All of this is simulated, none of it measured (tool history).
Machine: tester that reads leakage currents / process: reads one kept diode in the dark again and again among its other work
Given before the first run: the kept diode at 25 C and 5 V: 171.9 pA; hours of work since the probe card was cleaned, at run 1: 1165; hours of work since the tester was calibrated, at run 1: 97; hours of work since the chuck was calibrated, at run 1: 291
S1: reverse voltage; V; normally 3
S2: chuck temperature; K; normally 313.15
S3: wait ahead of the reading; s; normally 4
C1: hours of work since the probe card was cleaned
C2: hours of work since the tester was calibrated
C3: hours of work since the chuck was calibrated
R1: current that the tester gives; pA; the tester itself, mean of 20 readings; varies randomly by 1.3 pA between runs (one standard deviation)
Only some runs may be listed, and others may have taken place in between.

{"run": 1, "hour": 0.0, "S1": 3, "S2": 313.15, "S3": 4, "C1": 1165, "C2": 97, "C3": 291, "R1": 433.09}
{"run": 2, "hour": 31.9, "S1": 3, "S2": 313.15, "S3": 4, "C1": 1190, "C2": 122, "C3": 316, "R1": 433.78}
{"run": 3, "hour": 52.2, "S1": 3, "S2": 313.15, "S3": 4, "C1": 1206, "C2": 138, "C3": 332, "R1": 434.35}
{"run": 4, "hour": 67.6, "S1": 3, "S2": 313.15, "S3": 4, "C1": 1218, "C2": 150, "C3": 344, "R1": 436.11}
{"run": 5, "hour": 86.6, "S1": 3, "S2": 313.15, "S3": 4, "C1": 1233, "C2": 165, "C3": 359, "R1": 439.52}
{"run": 6, "hour": 119.7, "S1": 5.27, "S2": 313.15, "S3": 4, "C1": 1259, "C2": 191, "C3": 385, "R1": 549.51}
{"run": 7, "hour": 139.0, "S1": 3, "S2": 313.15, "S3": 3.44, "C1": 1275, "C2": 206, "C3": 400, "R1": 437.12}
{"run": 8, "hour": 176.6, "S1": 3, "S2": 313.15, "S3": 3.44, "C1": 1304, "C2": 236, "C3": 430, "R1": 440.33}
{"run": 9, "hour": 209.9, "S1": 3, "S2": 313.15, "S3": 4, "C1": 1330, "C2": 262, "C3": 456, "R1": 436.81}
{"run": 10, "hour": 243.1, "S1": 3, "S2": 313.15, "S3": 4, "C1": 1357, "C2": 288, "C3": 482, "R1": 439.47}
{"hour": 270.5, "done": "probe card cleaned and baked"}
{"run": 11, "hour": 272.6, "S1": 3, "S2": 313.15, "S3": 4, "C1": 2, "C2": 309, "C3": 503, "R1": 439.14}
{"run": 12, "hour": 302.6, "S1": 3, "S2": 313.15, "S3": 4, "C1": 25, "C2": 333, "C3": 527, "R1": 440.96}
{"run": 13, "hour": 320.0, "S1": 3, "S2": 313.15, "S3": 4, "C1": 39, "C2": 347, "C3": 540, "R1": 438.77}
{"run": 14, "hour": 353.5, "S1": 3, "S2": 313.15, "S3": 4, "C1": 65, "C2": 373, "C3": 567, "R1": 439.78}
{"run": 15, "hour": 378.2, "S1": 3, "S2": 313.15, "S3": 4, "C1": 85, "C2": 392, "C3": 586, "R1": 439.16}
{"run": 16, "hour": 398.2, "S1": 4.09, "S2": 313.15, "S3": 4, "C1": 101, "C2": 408, "C3": 602, "R1": 499.94}
{"run": 17, "hour": 418.8, "S1": 4.09, "S2": 313.15, "S3": 4, "C1": 117, "C2": 425, "C3": 618, "R1": 501.12}
{"run": 18, "hour": 439.9, "S1": 3, "S2": 313.15, "S3": 4, "C1": 134, "C2": 441, "C3": 635, "R1": 442.35}
{"run": 19, "hour": 465.5, "S1": 3, "S2": 313.15, "S3": 4, "C1": 154, "C2": 461, "C3": 655, "R1": 443.2}
{"run": 20, "hour": 482.2, "S1": 5.25, "S2": 313.15, "S3": 4, "C1": 167, "C2": 474, "C3": 668, "R1": 553.44}
{"run": 21, "hour": 506.0, "S1": 3, "S2": 313.15, "S3": 0.78, "C1": 186, "C2": 493, "C3": 687, "R1": 444.34}
{"run": 22, "hour": 524.9, "S1": 3, "S2": 297.15, "S3": 0.78, "C1": 201, "C2": 508, "C3": 702, "R1": 135.79}
{"run": 23, "hour": 549.5, "S1": 1.88, "S2": 328.15, "S3": 0.51, "C1": 220, "C2": 528, "C3": 721, "R1": 1019.05}
{"run": 24, "hour": 578.9, "S1": 3, "S2": 310.15, "S3": 4, "C1": 243, "C2": 551, "C3": 745, "R1": 359.55}
{"run": 25, "hour": 610.1, "S1": 16.3, "S2": 297.15, "S3": 3.74, "C1": 268, "C2": 575, "C3": 769, "R1": 267.83}
{"run": 26, "hour": 641.1, "S1": 16.3, "S2": 297.15, "S3": 3.74, "C1": 292, "C2": 600, "C3": 794, "R1": 267.37}
{"run": 27, "hour": 661.2, "S1": 2.76, "S2": 312.15, "S3": 1.77, "C1": 308, "C2": 616, "C3": 809, "R1": 402.92}
{"run": 28, "hour": 682.3, "S1": 1.3, "S2": 327.15, "S3": 0.33, "C1": 325, "C2": 632, "C3": 826, "R1": 831.16}
{"run": 29, "hour": 718.2, "S1": 6.87, "S2": 327.15, "S3": 4.09, "C1": 353, "C2": 660, "C3": 854, "R1": 1629.99}
{"run": 30, "hour": 745.2, "S1": 6.87, "S2": 325.15, "S3": 1.5, "C1": 374, "C2": 682, "C3": 876, "R1": 1429.59}
{"run": 31, "hour": 763.9, "S1": 6.87, "S2": 325.15, "S3": 1.5, "C1": 389, "C2": 697, "C3": 890, "R1": 1431.12}
{"run": 32, "hour": 789.9, "S1": 6.87, "S2": 325.15, "S3": 1.5, "C1": 409, "C2": 717, "C3": 911, "R1": 1440.97}
{"run": 33, "hour": 817.4, "S1": 13.46, "S2": 315.15, "S3": 1.5, "C1": 431, "C2": 739, "C3": 933, "R1": 953.95}
{"run": 34, "hour": 854.6, "S1": 3, "S2": 313.15, "S3": 1.13, "C1": 460, "C2": 768, "C3": 962, "R1": 453.32}
{"run": 35, "hour": 870.3, "S1": 3, "S2": 295.15, "S3": 0.95, "C1": 473, "C2": 780, "C3": 974, "R1": 118.42}
{"run": 36, "hour": 901.4, "S1": 3, "S2": 295.15, "S3": 0.95, "C1": 497, "C2": 805, "C3": 999, "R1": 118.67}
{"run": 37, "hour": 921.8, "S1": 6.72, "S2": 294.15, "S3": 4, "C1": 513, "C2": 821, "C3": 1015, "R1": 151.22}
{"run": 38, "hour": 941.6, "S1": 3.53, "S2": 322.15, "S3": 4.38, "C1": 529, "C2": 837, "C3": 1030, "R1": 909.99}
{"run": 39, "hour": 959.0, "S1": 3, "S2": 313.15, "S3": 8.53, "C1": 543, "C2": 850, "C3": 1044, "R1": 456.05}

Difference, measured minus no-hidden-state, one row per run. Run-to-run variation is common to both terms; the gauge's own scatter need not be:
Hidden conditions of the tool in this case: stray current of the dirty probe card, pA a volt; current scale over the true one, %; true chuck temperature over the reading, C; drift of the gauge itself on leakage_pa, %.
run=1 R1=+0.91
run=2 R1=+1.74
run=3 R1=+2.25
run=4 R1=+2.7
run=5 R1=+3.22
run=6 R1=+6.27
run=7 R1=+4.55
run=8 R1=+5.5
run=9 R1=+6.31
run=10 R1=+7.21
run=11 R1=+5.32
run=12 R1=+6.11
run=13 R1=+6.52
run=14 R1=+7.35
run=15 R1=+7.96
run=16 R1=+9.72
run=17 R1=+10.38
run=18 R1=+9.66
run=19 R1=+10.35
run=20 R1=+13.65
run=21 R1=+11.45
run=22 R1=+4.23
run=23 R1=+26.06
run=24 R1=+11.09
run=25 R1=+11.74
run=26 R1=+12.42
run=27 R1=+14.1
run=28 R1=+26.98
run=29 R1=+57.13
run=30 R1=+52.83
run=31 R1=+54.28
run=32 R1=+56.56
run=33 R1=+43.15
run=34 R1=+20.74
run=35 R1=+6.69
run=36 R1=+6.96
run=37 R1=+10.11
run=38 R1=+43.29
run=39 R1=+23.61

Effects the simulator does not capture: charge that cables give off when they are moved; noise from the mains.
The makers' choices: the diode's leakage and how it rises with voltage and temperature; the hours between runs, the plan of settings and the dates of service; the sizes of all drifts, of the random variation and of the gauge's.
